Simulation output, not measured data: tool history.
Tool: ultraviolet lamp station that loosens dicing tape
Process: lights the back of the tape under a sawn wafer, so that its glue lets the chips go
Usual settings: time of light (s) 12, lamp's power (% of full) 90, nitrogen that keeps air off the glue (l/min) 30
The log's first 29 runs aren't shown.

run	hour	time of light (s)	lamp's power (% of full)	nitrogen that keeps air off the glue (l/min)	force that peels the tape off (N)	light that reached the tape (mJ/cm²)
30	566.3	12	90	16	0.238	447
31	593.9	10	96	16	0.292	398
32	605.4	9	76	19	0.478	284
33	629.6	14	64	12	0.401	370
34	643.1	11	90	37	0.173	414
35	657.4	6	80	57	0.504	199
36	678.1	6	90	30	0.57	222
# hour 688.4: window cleaned of glue's vapour
37	706.8	6	90	30	0.547	226
38	726.9	13	88	17	0.211	473
39	745.4	13	96	20	0.173	512
40	762.1	13	82	53	0.146	441
41	781.6	6	90	30	0.543	224
42	806.7	6	90	30	0.561	225
43	831	23	90	30	0.147	857

Forecast each of these 3 alternatives for the next run:
A	856	10	74	14	?	?
B	856	8	77	30	?	?
C	856	19	90	14	?	?

run	force that peels the tape off (N)	light that reached the tape (mJ/cm²)
A	0.5	302
B	0.421	259
C	0.151	711
Without the tool's hidden state the same runs would have given:
run	force that peels the tape off (N)	light that reached the tape (mJ/cm²)
A	0.497	303
B	0.419	259
C	0.151	713
